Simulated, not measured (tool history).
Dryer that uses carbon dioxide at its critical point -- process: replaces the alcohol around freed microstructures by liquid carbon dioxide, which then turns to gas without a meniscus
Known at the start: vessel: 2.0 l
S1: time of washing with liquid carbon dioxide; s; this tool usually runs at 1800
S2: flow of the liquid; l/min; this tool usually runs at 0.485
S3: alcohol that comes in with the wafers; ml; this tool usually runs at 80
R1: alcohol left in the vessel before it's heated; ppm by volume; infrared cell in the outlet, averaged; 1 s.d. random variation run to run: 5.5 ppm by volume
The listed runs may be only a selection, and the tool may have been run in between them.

| run | hour | S1 | S2 | S3 | R1 |
|---|---|---|---|---|---|
| 1 | 0.0 | 1800 | 0.485 | 80 | 249 |
| 2 | 7.9 | 1800 | 0.485 | 80 | 248 |
| 3 | 19.4 | 1860 | 0.485 | 80 | 231 |
| 4 | 31.4 | 1860 | 0.470 | 80 | 267 |
| 5 | 44.7 | 1860 | 0.470 | 40 | 167 |
| 6 | 54.6 | 1860 | 0.470 | 40 | 168 |
| 7 | 61.9 | 1860 | 0.741 | 31 | 52 |
| 8 | 76.9 | 2100 | 0.485 | 80 | 146 |

Run 9, settings as shown, results not yet in. Your forecast:
| 9 | 86.8 | 2700 | 0.293 | 98 | ? |

{"run 9": {"R1": 615}}
Without the tool's hidden state the same run would have given R1 367 ppm by volume.
